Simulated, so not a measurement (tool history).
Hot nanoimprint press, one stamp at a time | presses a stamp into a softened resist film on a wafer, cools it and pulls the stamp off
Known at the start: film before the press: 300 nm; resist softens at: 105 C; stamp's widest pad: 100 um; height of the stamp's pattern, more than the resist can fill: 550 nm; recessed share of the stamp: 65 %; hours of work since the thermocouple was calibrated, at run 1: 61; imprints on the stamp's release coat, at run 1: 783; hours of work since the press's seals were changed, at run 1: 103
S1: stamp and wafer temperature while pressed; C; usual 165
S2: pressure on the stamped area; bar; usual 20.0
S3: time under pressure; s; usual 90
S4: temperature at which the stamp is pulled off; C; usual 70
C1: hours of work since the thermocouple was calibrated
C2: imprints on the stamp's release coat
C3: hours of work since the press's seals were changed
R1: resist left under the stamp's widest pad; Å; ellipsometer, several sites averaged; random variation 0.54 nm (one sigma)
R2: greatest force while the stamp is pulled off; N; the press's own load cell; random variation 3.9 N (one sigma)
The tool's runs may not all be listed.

run	day	S1	S2	S3	S4	C1	C2	C3	R1	R2
1	0.000	165	20.0	90	70	61	783	103	1292	234
2	0.946	165	20.0	90	73	78	918	121	1281	226
3	2.071	165	20.0	90	73	100	1078	142	1286	221
4	2.862	165	20.0	90	73	114	1191	156	1275	239
# day 3.346: stamp cleaned and given a new release coat
5	4.096	165	20.0	90	73	133	107	175	1276	191
6	4.621	165	20.0	90	73	143	182	185	1272	193
7	5.758	165	20.0	90	73	164	344	206	1275	200
8	6.896	165	20.0	90	73	185	507	227	1262	206
9	7.504	165	20.0	90	73	197	593	239	1258	203
10	8.400	165	20.0	84	70	213	721	256	1292	230
11	9.158	165	20.0	90	70	228	830	270	1250	235
# day 9.342: plate thermocouple calibrated
12	10.167	165	20.0	90	70	15	956	286	1229	246
13	11.129	165	20.0	86	70	33	1093	304	1246	254
14	11.821	165	20.0	90	60	46	1192	317	1232	319
# day 12.275: stamp cleaned and given a new release coat
15	13.154	165	20.0	90	60	67	126	338	1230	261
16	14.096	165	12.8	98	67	84	260	355	1502	220
17	14.850	165	12.1	90	61	99	368	369	1588	273
18	15.492	165	20.0	82	69	111	459	381	1243	222
# day 15.867: plate thermocouple calibrated, once more
19	16.717	165	20.0	164	73	16	617	402	1090	218
20	17.300	165	22.0	164	73	27	700	413	1026	225
21	18.462	165	19.4	164	73	49	866	435	1097	221
22	19.562	155	20.0	74	70	69	1023	455	2248	246
23	20.500	155	20.0	48	62	87	1157	473	2442	321
# day 21.183: stamp cleaned and given a new release coat
24	21.538	155	20.0	48	62	102	50	488	2429	258
25	22.150	166	17.7	78	76	113	138	499	1391	175
26	22.667	166	17.7	78	76	123	211	509	1375	178
27	23.783	166	17.7	65	74	144	371	530	1472	192
28	24.562	166	17.7	94	75	158	482	544	1300	194
29	25.667	163	20.0	90	63	179	640	565	1430	279
30	26.729	174	20.0	90	61	199	791	585	803	295

Measured less the same run without the tool's hidden state. The same run-to-run variation is in both; the gauge's scatter may not be:
The hidden state here: true temperature over the reading, C; pressure that arrives at the usual setting, %; grip of the stamp's worn release coat, % over a new coat's; drift of the gauge itself on residual_nm, %; drift of the gauge itself on pull_off_n, %.
run	R1	R2
1	-16	+32
2	-21	+34
3	-27	+39
4	-30	+45
5	-36	+1
6	-39	+3
7	-45	+9
8	-50	+15
9	-53	+18
10	-58	+25
11	-60	+29
12	-77	+35
13	-82	+40
14	-85	+57
15	-90	-1
16	-109	+3
17	-117	+10
18	-104	+10
19	+20	+26
20	+17	+30
21	+11	+34
22	+8	+43
23	+1	+63
24	-3	+1
25	-5	+3
26	-8	+6
27	-14	+12
28	-18	+15
29	-24	+30
30	-15	+39
